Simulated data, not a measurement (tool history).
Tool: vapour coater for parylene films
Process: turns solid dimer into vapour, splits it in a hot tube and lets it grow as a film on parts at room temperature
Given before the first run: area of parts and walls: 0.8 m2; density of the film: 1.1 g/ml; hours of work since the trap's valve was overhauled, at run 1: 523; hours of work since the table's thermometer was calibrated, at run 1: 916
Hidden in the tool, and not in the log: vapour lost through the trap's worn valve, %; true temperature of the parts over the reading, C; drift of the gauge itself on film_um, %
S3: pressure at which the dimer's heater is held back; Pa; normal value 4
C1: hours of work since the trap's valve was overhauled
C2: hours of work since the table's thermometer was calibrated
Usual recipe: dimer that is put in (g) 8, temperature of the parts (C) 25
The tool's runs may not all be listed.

run 1 hour=0 | dimer_that_is_put_in_(g)=8 temperature_of_the_parts_(C)=25 S3=4 | C1=523 C2=916 | thickness_of_the_film_(nm)=4630
run 2 hour=24.5 | dimer_that_is_put_in_(g)=4 temperature_of_the_parts_(C)=25 S3=4 | C1=536 C2=930 | thickness_of_the_film_(nm)=2280
run 3 hour=58 | dimer_that_is_put_in_(g)=8 temperature_of_the_parts_(C)=25 S3=4.25 | C1=555 C2=948 | thickness_of_the_film_(nm)=4630
run 4 hour=96.6 | dimer_that_is_put_in_(g)=8 temperature_of_the_parts_(C)=25 S3=4.25 | C1=576 C2=970 | thickness_of_the_film_(nm)=4490
-- hour=115.9 trap's valve overhauled
run 5 hour=148.7 | dimer_that_is_put_in_(g)=4 temperature_of_the_parts_(C)=25 S3=4 | C1=18 C2=996 | thickness_of_the_film_(nm)=2530
run 6 hour=172.7 | dimer_that_is_put_in_(g)=4 temperature_of_the_parts_(C)=25 S3=4 | C1=32 C2=1010 | thickness_of_the_film_(nm)=2530
run 7 hour=210.1 | dimer_that_is_put_in_(g)=8 temperature_of_the_parts_(C)=19 S3=4 | C1=52 C2=1030 | thickness_of_the_film_(nm)=6300
run 8 hour=231.9 | dimer_that_is_put_in_(g)=8 temperature_of_the_parts_(C)=25 S3=4 | C1=64 C2=1042 | thickness_of_the_film_(nm)=5080
run 9 hour=266.6 | dimer_that_is_put_in_(g)=8 temperature_of_the_parts_(C)=25 S3=4 | C1=84 C2=1062 | thickness_of_the_film_(nm)=5070
run 10 hour=288.9 | dimer_that_is_put_in_(g)=8 temperature_of_the_parts_(C)=25 S3=3.83 | C1=96 C2=1074 | thickness_of_the_film_(nm)=4980
run 11 hour=320.3 | dimer_that_is_put_in_(g)=8 temperature_of_the_parts_(C)=25 S3=3.83 | C1=113 C2=1092 | thickness_of_the_film_(nm)=5040
run 12 hour=356 | dimer_that_is_put_in_(g)=8 temperature_of_the_parts_(C)=25 S3=3.83 | C1=133 C2=1111 | thickness_of_the_film_(nm)=5080
run 13 hour=388 | dimer_that_is_put_in_(g)=8 temperature_of_the_parts_(C)=25 S3=3.83 | C1=151 C2=1129 | thickness_of_the_film_(nm)=5070
run 14 hour=416.4 | dimer_that_is_put_in_(g)=8 temperature_of_the_parts_(C)=25 S3=3.83 | C1=167 C2=1145 | thickness_of_the_film_(nm)=5090
run 15 hour=445.7 | dimer_that_is_put_in_(g)=8 temperature_of_the_parts_(C)=25 S3=4 | C1=183 C2=1161 | thickness_of_the_film_(nm)=4960
run 16 hour=471.4 | dimer_that_is_put_in_(g)=8 temperature_of_the_parts_(C)=25 S3=4 | C1=197 C2=1175 | thickness_of_the_film_(nm)=4940
run 17 hour=519.5 | dimer_that_is_put_in_(g)=8 temperature_of_the_parts_(C)=25 S3=4 | C1=224 C2=1202 | thickness_of_the_film_(nm)=4820
run 18 hour=539.5 | dimer_that_is_put_in_(g)=8 temperature_of_the_parts_(C)=25 S3=4 | C1=235 C2=1213 | thickness_of_the_film_(nm)=4920
run 19 hour=570.5 | dimer_that_is_put_in_(g)=8 temperature_of_the_parts_(C)=25 S3=4 | C1=252 C2=1230 | thickness_of_the_film_(nm)=4900
run 20 hour=602.1 | dimer_that_is_put_in_(g)=8 temperature_of_the_parts_(C)=25 S3=4 | C1=270 C2=1248 | thickness_of_the_film_(nm)=4870
run 21 hour=631 | dimer_that_is_put_in_(g)=8 temperature_of_the_parts_(C)=25 S3=4 | C1=286 C2=1264 | thickness_of_the_film_(nm)=4850
run 22 hour=654.2 | dimer_that_is_put_in_(g)=8 temperature_of_the_parts_(C)=25 S3=4 | C1=299 C2=1277 | thickness_of_the_film_(nm)=4780
run 23 hour=685.6 | dimer_that_is_put_in_(g)=8 temperature_of_the_parts_(C)=25 S3=4 | C1=316 C2=1294 | thickness_of_the_film_(nm)=4920
run 24 hour=727.8 | dimer_that_is_put_in_(g)=8 temperature_of_the_parts_(C)=31 S3=4 | C1=340 C2=1318 | thickness_of_the_film_(nm)=3760
run 25 hour=766.3 | dimer_that_is_put_in_(g)=8 temperature_of_the_parts_(C)=18 S3=9.38 | C1=361 C2=1339 | thickness_of_the_film_(nm)=5740
run 26 hour=804.8 | dimer_that_is_put_in_(g)=8 temperature_of_the_parts_(C)=25 S3=2.9 | C1=383 C2=1361 | thickness_of_the_film_(nm)=4730
run 27 hour=831.5 | dimer_that_is_put_in_(g)=8 temperature_of_the_parts_(C)=25 S3=2.9 | C1=397 C2=1375 | thickness_of_the_film_(nm)=4900
-- hour=859.6 table's thermometer calibrated
run 28 hour=868.8 | dimer_that_is_put_in_(g)=7 temperature_of_the_parts_(C)=26 S3=2.9 | C1=418 C2=5 | thickness_of_the_film_(nm)=4260
run 29 hour=907.4 | dimer_that_is_put_in_(g)=6 temperature_of_the_parts_(C)=35 S3=7.68 | C1=439 C2=27 | thickness_of_the_film_(nm)=2430
run 30 hour=931 | dimer_that_is_put_in_(g)=6 temperature_of_the_parts_(C)=35 S3=7.68 | C1=452 C2=40 | thickness_of_the_film_(nm)=2340
run 31 hour=957.8 | dimer_that_is_put_in_(g)=6 temperature_of_the_parts_(C)=23 S3=10.86 | C1=467 C2=55 | thickness_of_the_film_(nm)=3680
run 32 hour=995.6 | dimer_that_is_put_in_(g)=13 temperature_of_the_parts_(C)=25 S3=7.17 | C1=488 C2=76 | thickness_of_the_film_(nm)=7480
run 33 hour=1034.5 | dimer_that_is_put_in_(g)=7 temperature_of_the_parts_(C)=25 S3=4.2 | C1=510 C2=97 | thickness_of_the_film_(nm)=4210
run 34 hour=1077.6 | dimer_that_is_put_in_(g)=7 temperature_of_the_parts_(C)=25 S3=4.2 | C1=534 C2=121 | thickness_of_the_film_(nm)=4160
run 35 hour=1126.4 | dimer_that_is_put_in_(g)=8 temperature_of_the_parts_(C)=37 S3=3.97 | C1=561 C2=148 | thickness_of_the_film_(nm)=3020
run 36 hour=1151.2 | dimer_that_is_put_in_(g)=8 temperature_of_the_parts_(C)=18 S3=4 | C1=574 C2=162 | thickness_of_the_film_(nm)=6160
-- hour=1174.6 trap's valve overhauled
run 37 hour=1176 | dimer_that_is_put_in_(g)=11 temperature_of_the_parts_(C)=18 S3=5.89 | C1=1 C2=174 | thickness_of_the_film_(nm)=9020
run 38 hour=1202.1 | dimer_that_is_put_in_(g)=11 temperature_of_the_parts_(C)=32 S3=2.7 | C1=15 C2=188 | thickness_of_the_film_(nm)=5770
run 39 hour=1239.4 | dimer_that_is_put_in_(g)=5 temperature_of_the_parts_(C)=31 S3=2.7 | C1=36 C2=209 | thickness_of_the_film_(nm)=2670
run 40 hour=1277.9 | dimer_that_is_put_in_(g)=8 temperature_of_the_parts_(C)=23 S3=10.93 | C1=57 C2=230 | thickness_of_the_film_(nm)=5240
run 41 hour=1303.4 | dimer_that_is_put_in_(g)=5 temperature_of_the_parts_(C)=23 S3=6.28 | C1=72 C2=244 | thickness_of_the_film_(nm)=3430
run 42 hour=1329.1 | dimer_that_is_put_in_(g)=5 temperature_of_the_parts_(C)=23 S3=6.28 | C1=86 C2=259 | thickness_of_the_film_(nm)=3380
run 43 hour=1378.8 | dimer_that_is_put_in_(g)=7 temperature_of_the_parts_(C)=23 S3=2.22 | C1=113 C2=286 | thickness_of_the_film_(nm)=5100
run 44 hour=1427.8 | dimer_that_is_put_in_(g)=4 temperature_of_the_parts_(C)=23 S3=6.93 | C1=141 C2=313 | thickness_of_the_film_(nm)=2650
run 45 hour=1475 | dimer_that_is_put_in_(g)=4 temperature_of_the_parts_(C)=21 S3=8.59 | C1=167 C2=340 | thickness_of_the_film_(nm)=2800
run 46 hour=1504.8 | dimer_that_is_put_in_(g)=4 temperature_of_the_parts_(C)=21 S3=8.59 | C1=183 C2=356 | thickness_of_the_film_(nm)=2830

A few steps of thickness of the film (nm) between consecutive runs. Split each: what settings, incoming material and random variation would produce without the hidden state, and what is left over for the hidden state, along with gauge scatter present in only one of the two compared results (measured, and without hidden state):
Run 4 -> 5: dimer that is put in (g) 8 -> 4, S3 4.25 -> 4, trap's valve overhauled. thickness of the film (nm) -1960: hidden state +650, all else -2610.
Run 6 -> 7: dimer that is put in (g) 4 -> 8, temperature of the parts (C) 25 -> 19. thickness of the film (nm) +3770: hidden state -200, all else +3970.
Run 31 -> 32: dimer that is put in (g) 6 -> 13, temperature of the parts (C) 23 -> 25, S3 10.86 -> 7.17. thickness of the film (nm) +3800: hidden state -450, all else +4250.
Run 32 -> 33: dimer that is put in (g) 13 -> 7, S3 7.17 -> 4.2. thickness of the film (nm) -3270: hidden state +350, all else -3620.
Run 36 -> 37: dimer that is put in (g) 8 -> 11, S3 4 -> 5.89, trap's valve overhauled. thickness of the film (nm) +2860: hidden state +720, all else +2140.
